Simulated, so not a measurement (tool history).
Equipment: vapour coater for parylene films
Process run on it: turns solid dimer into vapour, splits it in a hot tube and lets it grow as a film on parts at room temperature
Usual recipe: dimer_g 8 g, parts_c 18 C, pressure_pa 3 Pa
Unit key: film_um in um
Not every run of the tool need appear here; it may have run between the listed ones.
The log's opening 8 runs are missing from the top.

run   hour  dimer_g  parts_c  pressure_pa  hours of work since the trap's valve was overhauled  hours of work since the table's thermometer was calibrated  film_um
  9  216.5        8       19            3                                                  106                                                        1051     1.51
 10  239.6        8       19            3                                                  124                                                        1068     1.53
 11  262.8        8       19            3                                                  142                                                        1086      1.5
 12  300.2        8       19            3                                                  171                                                        1115     1.49
 13    324        8       28            3                                                  189                                                        1134     1.11
 14  362.5        8       18         4.04                                                  219                                                        1163     1.43
 15  401.9        8       18         4.04                                                  249                                                        1194     1.41
 16  443.3        8       18         4.04                                                  281                                                        1225     1.38
     464.9  -- trap's valve overhauled
 17  485.9        4       15         4.83                                                   16                                                        1255     0.85
 18    530       12       25         2.35                                                   50                                                        1289     2.05
 19  570.5       10       12         2.75                                                   81                                                        1320     2.44
 20    592       10       12         2.75                                                   98                                                        1337     2.45
 21  613.2       10       12         2.75                                                  114                                                        1353     2.41
 22  631.4        4       10         2.85                                                  128                                                        1367        1
 23  659.5        4       10         2.85                                                  150                                                        1389        1
 24  693.2       11       14         5.68                                                  176                                                        1415     2.17
 25    731       11       14         6.26                                                  205                                                        1444     2.12
 26  754.3        4       18         2.14                                                  223                                                        1462     0.78
 27  793.9        4       18         2.14                                                  254                                                        1493     0.78
 28  821.8       11       25            3                                                  275                                                        1514     1.68
     851.2  -- trap's valve overhauled
 29  869.5       11       25            3                                                   14                                                        1548     1.83
 30  897.7       11       25            3                                                   36                                                        1570     1.84
 31  926.3        8       25         5.96                                                   58                                                        1592      1.2

Below are 4 alternative next runs, each starting from the tool's condition after run 31. Predict each:
  A  957.8        8       19         3.43                                                   82                                                        1616        ?
  B  957.8        8       12          5.7                                                   82                                                        1616        ?
  C  957.8        3       26         4.37                                                   82                                                        1616        ?
  D  957.8        6       25         5.93                                                   82                                                        1616        ?

run  film_um
  A     1.55
  B     1.75
  C     0.44
  D      0.9
With the hidden condition removed and each run's random variation left untouched, the same runs would have given:
run  film_um
  A     1.58
  B     1.78
  C     0.45
  D     0.92
